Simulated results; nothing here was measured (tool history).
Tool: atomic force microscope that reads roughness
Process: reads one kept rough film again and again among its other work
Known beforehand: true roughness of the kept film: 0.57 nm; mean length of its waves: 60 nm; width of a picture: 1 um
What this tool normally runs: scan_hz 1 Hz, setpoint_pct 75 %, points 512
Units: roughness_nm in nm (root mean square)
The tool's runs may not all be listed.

Run 1, hour 0: usual settings. Result: roughness_nm 0.519 nm (root mean square).
Run 2, hour 14.2: usual settings. Result: roughness_nm 0.518 nm (root mean square).
Run 3, hour 22.8: usual settings. Result: roughness_nm 0.518 nm (root mean square).
Run 4, hour 41.1: usual settings. Result: roughness_nm 0.516 nm (root mean square).
Run 5, hour 58.2: usual settings but points 589. Result: roughness_nm 0.515 nm (root mean square).
Run 6, hour 69.3: usual settings but setpoint_pct 72 %, points 589. Result: roughness_nm 0.522 nm (root mean square).
Run 7, hour 82.2: usual settings but scan_hz 2.18 Hz. Result: roughness_nm 0.471 nm (root mean square).
Run 8, hour 94.8: usual settings but scan_hz 2.18 Hz. Result: roughness_nm 0.472 nm (root mean square).
At hour 104: new tip fitted.
Run 9, hour 115.1: usual settings but scan_hz 2.18 Hz. Result: roughness_nm 0.475 nm (root mean square).
At hour 117.8: height scale calibrated on a step standard.
Run 10, hour 126.4: usual settings but setpoint_pct 79 %. Result: roughness_nm 0.509 nm (root mean square).
Run 11, hour 142: usual settings but setpoint_pct 79 %. Result: roughness_nm 0.504 nm (root mean square).
Run 12, hour 154.1: usual settings but setpoint_pct 79 %. Result: roughness_nm 0.508 nm (root mean square).
Run 13, hour 166.8: usual settings. Result: roughness_nm 0.515 nm (root mean square).
Run 14, hour 177.9: usual settings. Result: roughness_nm 0.516 nm (root mean square).
Run 15, hour 192.2: usual settings but scan_hz 1.03 Hz, points 817. Result: roughness_nm 0.514 nm (root mean square).
Run 16, hour 205.8: usual settings but scan_hz 2.07 Hz, setpoint_pct 64 %, points 271. Result: roughness_nm 0.507 nm (root mean square).
At hour 211.8: height scale calibrated on a step standard, once more.
Run 17, hour 216.8: usual settings but scan_hz 0.88 Hz, setpoint_pct 85 %, points 271. Result: roughness_nm 0.497 nm (root mean square).
Run 18, hour 233.7: usual settings but scan_hz 0.88 Hz, setpoint_pct 85 %, points 271. Result: roughness_nm 0.497 nm (root mean square).
At hour 239.8: new tip fitted.
Run 19, hour 246.5: usual settings but scan_hz 0.88 Hz, setpoint_pct 85 %, points 271. Result: roughness_nm 0.504 nm (root mean square).
Run 20, hour 262.8: usual settings but scan_hz 0.62 Hz. Result: roughness_nm 0.534 nm (root mean square).
Run 21, hour 276.2: usual settings but scan_hz 0.62 Hz. Result: roughness_nm 0.537 nm (root mean square).
Run 22, hour 295.2: usual settings but scan_hz 0.62 Hz, setpoint_pct 90 %, points 540. Result: roughness_nm 0.507 nm (root mean square).
Run 23, hour 304.8: usual settings but scan_hz 2.62 Hz, setpoint_pct 84 %, points 830. Result: roughness_nm 0.419 nm (root mean square).
Run 24, hour 318.5: usual settings but scan_hz 1.15 Hz, setpoint_pct 59 %, points 849. Result: roughness_nm 0.538 nm (root mean square).
Run 25, hour 330.4: usual settings but scan_hz 3.06 Hz, setpoint_pct 59 %, points 514. Result: roughness_nm 0.509 nm (root mean square).
Run 26, hour 349.6: usual settings but scan_hz 3.06 Hz, setpoint_pct 59 %, points 514. Result: roughness_nm 0.506 nm (root mean square).
Run 27, hour 369.8: usual settings but scan_hz 3.06 Hz, setpoint_pct 59 %, points 514. Result: roughness_nm 0.508 nm (root mean square).
At hour 371.9: new tip fitted.
Run 28, hour 388.6: usual settings but scan_hz 3.06 Hz, setpoint_pct 59 %, points 514. Result: roughness_nm 0.512 nm (root mean square).

Table of differences, measured result less the result of that run with no hidden state. Run-to-run variation is the same in both. Gauge scatter possibly is not:
Hidden state present: radius of the tip, nm; height scale over the true one, %; drift of the gauge itself on roughness_nm, %.
run  roughness_nm
  1        -0.004
  2        -0.005
  3        -0.005
  4        -0.006
  5        -0.007
  6        -0.007
  7        -0.008
  8        -0.008
  9        -0.003
 10        -0.005
 11        -0.006
 12        -0.007
 13        -0.007
 14        -0.008
 15        -0.009
 16        -0.009
 17        -0.006
 18        -0.007
 19        -0.001
 20        -0.001
 21        -0.002
 22        -0.003
 23        -0.003
 24        -0.005
 25        -0.005
 26        -0.006
 27        -0.007
 28        -0.001
